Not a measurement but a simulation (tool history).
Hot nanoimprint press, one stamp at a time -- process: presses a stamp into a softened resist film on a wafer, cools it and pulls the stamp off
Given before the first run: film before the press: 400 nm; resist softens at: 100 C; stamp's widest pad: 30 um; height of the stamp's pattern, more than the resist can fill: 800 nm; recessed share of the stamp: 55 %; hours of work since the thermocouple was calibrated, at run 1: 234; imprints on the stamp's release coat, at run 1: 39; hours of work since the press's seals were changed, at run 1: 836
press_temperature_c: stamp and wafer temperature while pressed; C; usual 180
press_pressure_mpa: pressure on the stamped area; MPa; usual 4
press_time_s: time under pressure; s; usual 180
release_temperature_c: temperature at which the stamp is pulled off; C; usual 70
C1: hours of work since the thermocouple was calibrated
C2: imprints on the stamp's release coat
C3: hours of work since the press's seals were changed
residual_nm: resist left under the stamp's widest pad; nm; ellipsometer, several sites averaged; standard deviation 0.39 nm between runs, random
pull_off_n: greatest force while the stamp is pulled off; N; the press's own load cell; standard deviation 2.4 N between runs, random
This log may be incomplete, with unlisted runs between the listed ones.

Run 1, hour 0: usual settings; C1 234; C2 39; C3 836. Result: residual_nm 170.2 nm, pull_off_n 107 N.
Run 2, hour 57.9: usual settings but press_pressure_mpa 2.7 MPa; C1 268; C2 162; C3 870. Result: residual_nm 206.4 nm, pull_off_n 106 N.
Run 3, hour 108.4: usual settings but press_pressure_mpa 2.7 MPa; C1 297; C2 269; C3 899. Result: residual_nm 205.6 nm, pull_off_n 108 N.
Run 4, hour 163.5: usual settings but release_temperature_c 69 C; C1 328; C2 386; C3 931. Result: residual_nm 170.3 nm, pull_off_n 109 N.
Run 5, hour 226.7: usual settings; C1 365; C2 520; C3 967. Result: residual_nm 170.1 nm, pull_off_n 105 N.
Run 6, hour 297.4: usual settings; C1 405; C2 670; C3 1008. Result: residual_nm 170.3 nm, pull_off_n 107 N.
Run 7, hour 368.4: usual settings; C1 446; C2 820; C3 1048. Result: residual_nm 170.4 nm, pull_off_n 106 N.
At hour 408.3: plate thermocouple calibrated.
Run 8, hour 410.7: usual settings but press_pressure_mpa 5.16 MPa, press_time_s 109 s; C1 1; C2 903; C3 1071. Result: residual_nm 180.6 nm, pull_off_n 107 N.
Run 9, hour 462.1: usual settings but press_pressure_mpa 3.28 MPa, release_temperature_c 63 C; C1 31; C2 1012; C3 1101. Result: residual_nm 187.8 nm, pull_off_n 120 N.
Run 10, hour 500.7: usual settings but press_pressure_mpa 3.28 MPa, release_temperature_c 63 C; C1 53; C2 1094; C3 1123. Result: residual_nm 187.7 nm, pull_off_n 123 N.
Run 11, hour 547.3: usual settings but press_pressure_mpa 4.08 MPa, press_time_s 138 s; C1 80; C2 1193; C3 1150. Result: residual_nm 184.9 nm, pull_off_n 104 N.
Run 12, hour 603.9: usual settings but press_pressure_mpa 4.08 MPa, press_time_s 138 s; C1 113; C2 1313; C3 1182. Result: residual_nm 185.4 nm, pull_off_n 102 N.

Below are 5 alternative next runs, each starting from the tool's condition after run 12. Predict each:
Run A, hour 657.3: usual settings but press_temperature_c 183 C, press_pressure_mpa 3.1 MPa, press_time_s 182 s; C1 143; C2 1426; C3 1213. Result: residual_nm ?, pull_off_n ?.
Run B, hour 657.3: usual settings but press_pressure_mpa 3.93 MPa, press_time_s 138 s, release_temperature_c 78 C; C1 143; C2 1426; C3 1213. Result: residual_nm ?, pull_off_n ?.
Run C, hour 657.3: usual settings but press_time_s 307 s; C1 143; C2 1426; C3 1213. Result: residual_nm ?, pull_off_n ?.
Run D, hour 657.3: usual settings but press_pressure_mpa 6.06 MPa, press_time_s 216 s, release_temperature_c 75 C; C1 143; C2 1426; C3 1213. Result: residual_nm ?, pull_off_n ?.
Run E, hour 657.3: usual settings but press_temperature_c 178 C, press_time_s 255 s, release_temperature_c 67 C; C1 143; C2 1426; C3 1213. Result: residual_nm ?, pull_off_n ?.

run  residual_nm  pull_off_n
  A        169.6         103
  B        189.2          88
  C        138.8         109
  D        127.7          99
  E        163.2         119
Stripped of hidden state, with their random variation kept, the same runs would have yielded:
run  residual_nm  pull_off_n
  A        169.6         102
  B        189.1          88
  C        138.8         108
  D        127.7          98
  E        163.2         118
